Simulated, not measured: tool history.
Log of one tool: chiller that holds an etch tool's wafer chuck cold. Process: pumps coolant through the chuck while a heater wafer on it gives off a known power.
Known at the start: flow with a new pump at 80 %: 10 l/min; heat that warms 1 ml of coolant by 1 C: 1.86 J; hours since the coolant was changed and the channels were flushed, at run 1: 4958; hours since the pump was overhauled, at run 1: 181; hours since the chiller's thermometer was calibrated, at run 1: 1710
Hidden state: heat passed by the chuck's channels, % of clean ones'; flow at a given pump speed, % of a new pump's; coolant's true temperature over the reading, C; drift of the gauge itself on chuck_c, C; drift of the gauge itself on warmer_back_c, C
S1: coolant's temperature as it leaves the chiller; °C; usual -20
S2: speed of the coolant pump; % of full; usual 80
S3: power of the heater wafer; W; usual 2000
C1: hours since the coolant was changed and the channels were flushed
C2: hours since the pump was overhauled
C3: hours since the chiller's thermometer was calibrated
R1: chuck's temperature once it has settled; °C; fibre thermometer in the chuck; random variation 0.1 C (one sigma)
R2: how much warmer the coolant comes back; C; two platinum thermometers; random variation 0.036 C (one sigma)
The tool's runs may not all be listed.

run 1 hour=0 | S1=-20 S2=80 S3=2000 | C1=4958 C2=181 C3=1710 | R1=-6.2 R2=6.37
run 2 hour=34.2 | S1=-20 S2=80 S3=2678 | C1=4992 C2=216 C3=1744 | R1=-1.3 R2=8.6
run 3 hour=101.2 | S1=-20 S2=80 S3=2678 | C1=5059 C2=283 C3=1811 | R1=-1.3 R2=8.6
run 4 hour=142.5 | S1=-20 S2=80 S3=2678 | C1=5101 C2=324 C3=1853 | R1=-1.1 R2=8.58
run 5 hour=212.3 | S1=-29 S2=80 S3=2000 | C1=5170 C2=394 C3=1922 | R1=-15 R2=6.52
run 6 hour=277.1 | S1=-20 S2=80 S3=2000 | C1=5235 C2=459 C3=1987 | R1=-6 R2=6.46
run 7 hour=315.1 | S1=-20 S2=80 S3=2000 | C1=5273 C2=497 C3=2025 | R1=-6.1 R2=6.47
run 8 hour=350.4 | S1=-20 S2=80 S3=2000 | C1=5309 C2=532 C3=2060 | R1=-6.1 R2=6.47
run 9 hour=389.6 | S1=-20 S2=80 S3=2000 | C1=5348 C2=571 C3=2100 | R1=-6.1 R2=6.49
run 10 hour=449 | S1=-20 S2=80 S3=1791 | C1=5407 C2=630 C3=2159 | R1=-7.5 R2=5.83
run 11 hour=511.2 | S1=-20 S2=80 S3=1791 | C1=5469 C2=693 C3=2221 | R1=-7.3 R2=5.84
run 12 hour=544.5 | S1=-20 S2=80 S3=1791 | C1=5503 C2=726 C3=2255 | R1=-7.5 R2=5.79
-- hour=573.8 chiller's thermometer calibrated
run 13 hour=586 | S1=-20 S2=71 S3=2000 | C1=5543 C2=766 C3=12 | R1=-4.6 R2=7.43
run 14 hour=617.1 | S1=-20 S2=71 S3=2000 | C1=5574 C2=798 C3=43 | R1=-4.7 R2=7.41
run 15 hour=672.5 | S1=-20 S2=71 S3=2000 | C1=5630 C2=853 C3=99 | R1=-4.5 R2=7.52
run 16 hour=703.7 | S1=-20 S2=71 S3=2000 | C1=5661 C2=884 C3=130 | R1=-4.6 R2=7.49
run 17 hour=742.8 | S1=-20 S2=71 S3=2000 | C1=5700 C2=923 C3=169 | R1=-4.6 R2=7.59
run 18 hour=807 | S1=-20 S2=71 S3=2000 | C1=5764 C2=987 C3=233 | R1=-4.5 R2=7.44
run 19 hour=847.9 | S1=-20 S2=71 S3=2000 | C1=5805 C2=1028 C3=274 | R1=-4.5 R2=7.45
run 20 hour=907.4 | S1=-20 S2=71 S3=2000 | C1=5865 C2=1088 C3=334 | R1=-4.4 R2=7.53
run 21 hour=958.8 | S1=-21 S2=95 S3=1214 | C1=5916 C2=1139 C3=385 | R1=-13.7 R2=3.27
run 22 hour=1024.3 | S1=-21 S2=94 S3=1811 | C1=5982 C2=1205 C3=450 | R1=-10 R2=4.93
run 23 hour=1060.1 | S1=-20 S2=80 S3=2488 | C1=6017 C2=1241 C3=486 | R1=-2.6 R2=8.16
run 24 hour=1113.2 | S1=-20 S2=80 S3=2488 | C1=6070 C2=1294 C3=539 | R1=-2.6 R2=8.1
run 25 hour=1160.8 | S1=-20 S2=79 S3=2941 | C1=6118 C2=1341 C3=587 | R1=0.7 R2=9.75
run 26 hour=1211.3 | S1=-20 S2=79 S3=2941 | C1=6168 C2=1392 C3=637 | R1=0.4 R2=9.65
run 27 hour=1243.5 | S1=-10 S2=80 S3=2000 | C1=6201 C2=1424 C3=670 | R1=3.8 R2=6.57
run 28 hour=1295.5 | S1=-26 S2=82 S3=2000 | C1=6253 C2=1476 C3=722 | R1=-12.3 R2=6.42
run 29 hour=1338.7 | S1=-24 S2=77 S3=2718 | C1=6296 C2=1519 C3=765 | R1=-4.4 R2=9.37
run 30 hour=1374.5 | S1=-27 S2=61 S3=1762 | C1=6332 C2=1555 C3=801 | R1=-11.5 R2=7.84
run 31 hour=1424.6 | S1=-11 S2=92 S3=2497 | C1=6382 C2=1605 C3=851 | R1=4.3 R2=7.03
run 32 hour=1489 | S1=-19 S2=80 S3=2882 | C1=6446 C2=1669 C3=915 | R1=1.2 R2=9.42

The same runs without the tool's hidden state, with the same run-to-run variation:
run=1 R2=6.37
run=2 R2=8.6
run=3 R2=8.59
run=4 R2=8.56
run=5 R2=6.5
run=6 R2=6.43
run=7 R2=6.43
run=8 R2=6.43
run=9 R2=6.44
run=10 R2=5.77
run=11 R2=5.78
run=12 R2=5.72
run=13 R2=7.36
run=14 R2=7.34
run=15 R2=7.44
run=16 R2=7.41
run=17 R2=7.5
run=18 R2=7.35
run=19 R2=7.35
run=20 R2=7.42
run=21 R2=3.16
run=22 R2=4.81
run=23 R2=8.03
run=24 R2=7.96
run=25 R2=9.61
run=26 R2=9.51
run=27 R2=6.43
run=28 R2=6.26
run=29 R2=9.21
run=30 R2=7.68
run=31 R2=6.86
run=32 R2=9.24
R1: within 0.1 °C of the measured result in every run.
